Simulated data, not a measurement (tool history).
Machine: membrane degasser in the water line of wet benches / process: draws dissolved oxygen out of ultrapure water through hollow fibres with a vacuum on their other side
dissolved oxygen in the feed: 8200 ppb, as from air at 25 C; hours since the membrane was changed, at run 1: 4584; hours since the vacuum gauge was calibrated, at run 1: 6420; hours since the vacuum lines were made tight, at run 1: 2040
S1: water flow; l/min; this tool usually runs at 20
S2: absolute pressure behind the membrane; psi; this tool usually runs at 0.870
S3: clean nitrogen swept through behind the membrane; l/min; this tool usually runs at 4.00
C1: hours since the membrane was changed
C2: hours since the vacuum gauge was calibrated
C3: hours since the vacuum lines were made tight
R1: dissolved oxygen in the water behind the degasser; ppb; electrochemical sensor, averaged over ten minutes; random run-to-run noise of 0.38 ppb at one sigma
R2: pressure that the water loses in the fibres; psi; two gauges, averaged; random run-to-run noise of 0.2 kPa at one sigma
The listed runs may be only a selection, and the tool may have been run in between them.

| run | hour | S1 | S2 | S3 | C1 | C2 | C3 | R1 | R2 |
|---|---|---|---|---|---|---|---|---|---|
| 1 | 0.0 | 20 | 0.870 | 4.00 | 4584 | 6420 | 2040 | 41.3 | 6.911 |
|  | 59.3 | vacuum gauge calibrated |
| 2 | 109.0 | 20 | 0.870 | 4.00 | 4692 | 50 | 2149 | 36.6 | 6.841 |
| 3 | 254.6 | 20 | 0.870 | 4.00 | 4838 | 195 | 2294 | 37.0 | 6.863 |
| 4 | 426.9 | 20 | 0.870 | 4.00 | 5010 | 368 | 2467 | 37.5 | 6.914 |
| 5 | 558.9 | 20 | 0.870 | 4.00 | 5142 | 500 | 2599 | 37.3 | 6.817 |
| 6 | 750.0 | 20 | 0.870 | 4.00 | 5333 | 691 | 2790 | 36.8 | 6.872 |
| 7 | 912.7 | 20 | 0.870 | 4.00 | 5496 | 853 | 2952 | 37.8 | 6.934 |
| 8 | 1076.6 | 20 | 0.870 | 4.00 | 5660 | 1017 | 3116 | 38.5 | 6.879 |
| 9 | 1198.5 | 20 | 0.870 | 4.00 | 5782 | 1139 | 3238 | 38.4 | 6.939 |
| 10 | 1362.9 | 29 | 0.870 | 4.00 | 5946 | 1304 | 3403 | 57.2 | 9.984 |
| 11 | 1464.9 | 29 | 0.870 | 4.00 | 6048 | 1406 | 3505 | 57.4 | 10.106 |
| 12 | 1628.6 | 20 | 1.213 | 4.00 | 6212 | 1569 | 3668 | 66.9 | 6.886 |
| 13 | 1731.2 | 20 | 1.213 | 4.00 | 6314 | 1672 | 3771 | 67.3 | 6.883 |
| 14 | 1832.4 | 20 | 1.213 | 4.00 | 6416 | 1773 | 3872 | 67.9 | 6.959 |
| 15 | 1969.8 | 20 | 0.870 | 4.00 | 6553 | 1910 | 4010 | 38.9 | 6.911 |
| 16 | 2162.5 | 14 | 0.870 | 4.00 | 6746 | 2103 | 4202 | 26.5 | 4.870 |
| 17 | 2339.4 | 14 | 0.870 | 4.00 | 6923 | 2280 | 4379 | 26.5 | 4.878 |
| 18 | 2500.0 | 14 | 0.870 | 4.00 | 7083 | 2441 | 4540 | 26.5 | 4.865 |
| 19 | 2691.1 | 14 | 0.566 | 6.30 | 7274 | 2632 | 4731 | 6.2 | 4.898 |
| 20 | 2800.6 | 20 | 0.915 | 4.00 | 7384 | 2741 | 4840 | 43.7 | 7.021 |
| 21 | 2947.7 | 27 | 0.537 | 2.39 | 7531 | 2888 | 4988 | 24.2 | 9.452 |

Forecast run 22:
| 22 | 3042.4 | 20 | 0.885 | 1.84 | 7626 | 2983 | 5082 | ? | ? |

Logged for run 22: R1 81.0 ppb, R2 7.011 psi.
The same run, on a tool lacking any hidden state, would have yielded R1 75.2 ppb, R2 6.689 psi.
